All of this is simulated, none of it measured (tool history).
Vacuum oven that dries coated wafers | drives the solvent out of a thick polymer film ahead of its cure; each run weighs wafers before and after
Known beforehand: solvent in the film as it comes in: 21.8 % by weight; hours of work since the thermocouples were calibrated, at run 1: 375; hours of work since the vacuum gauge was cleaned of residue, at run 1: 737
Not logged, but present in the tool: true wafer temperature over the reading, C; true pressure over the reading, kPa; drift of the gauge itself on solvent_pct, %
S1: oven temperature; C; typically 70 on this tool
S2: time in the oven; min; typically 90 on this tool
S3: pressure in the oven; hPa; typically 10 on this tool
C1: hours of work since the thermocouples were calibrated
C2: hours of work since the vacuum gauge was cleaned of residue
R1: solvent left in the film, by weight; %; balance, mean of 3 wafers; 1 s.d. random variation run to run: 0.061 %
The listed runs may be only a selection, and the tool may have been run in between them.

run,day,S1,S2,S3,C1,C2,R1
1,0,70,90,10,375,737,3.9
2,1.488,70,90,10,401,763,3.96
3,3.667,70,90,10,440,802,3.88
4,5.638,70,90,6.8,475,837,3.9
5,7.246,70,90,6.8,503,865,3.87
6,10.138,70,90,6.8,555,916,3.98
7,11.9,70,90,6.8,586,947,4.04
8,13.883,70,65,6.8,621,983,5.97
9,16.671,70,65,6.8,670,1032,6.08
# day 17.879: vacuum gauge cleaned of residue and calibrated
10,18.612,70,65,6.8,704,13,5.88
11,20.404,70,65,6.8,735,45,5.96
12,21.929,70,65,6.8,762,72,5.95
13,24.767,70,65,6.8,813,122,6.07
14,26.967,57,90,10,852,161,9.29
15,29.921,57,90,10,904,213,9.31
16,32.379,70,90,14.6,948,257,4.23
17,35.042,70,90,10,995,304,4.28
18,36.388,65,78,10,1019,328,7.23
19,38.9,75,53,16.1,1063,372,5.77
20,40.667,70,46,37.2,1094,404,8.76
21,41.925,55,61,15.2,1117,426,12.61
22,43.192,55,61,15.2,1139,449,12.6
23,45.142,55,61,15.2,1174,483,12.48
24,47.146,58,90,10,1209,519,9.09
25,49.696,58,90,8.3,1254,564,9.2
26,51.946,63,152,11.2,1294,604,4.08
27,53.296,70,65,16.3,1318,628,6.64
28,56,70,65,16.3,1366,675,6.74
29,58.8,70,65,16.3,1416,725,6.85
# day 60.004: oven's thermocouples calibrated
30,60.629,70,65,16.3,11,756,5.54
31,62.812,70,65,16.3,50,795,5.77

Consider 5 possible next runs. They are alternatives, not a sequence: every one starts from the tool as it was left by run 31. What does each give?
A,64.896,70,65,35.3,87,832,?
B,64.896,70,100,33.3,87,832,?
C,64.896,70,90,32.1,87,832,?
D,64.896,70,83,5.9,87,832,?
E,64.896,80,90,10,87,832,?

run,R1
A,6.09
B,3.42
C,4.03
D,4.06
E,1.18
Take away the tool's hidden state, keep each run's random variation, and the runs would have read:
run,R1
A,5.98
B,3.32
C,3.91
D,3.95
E,1.11

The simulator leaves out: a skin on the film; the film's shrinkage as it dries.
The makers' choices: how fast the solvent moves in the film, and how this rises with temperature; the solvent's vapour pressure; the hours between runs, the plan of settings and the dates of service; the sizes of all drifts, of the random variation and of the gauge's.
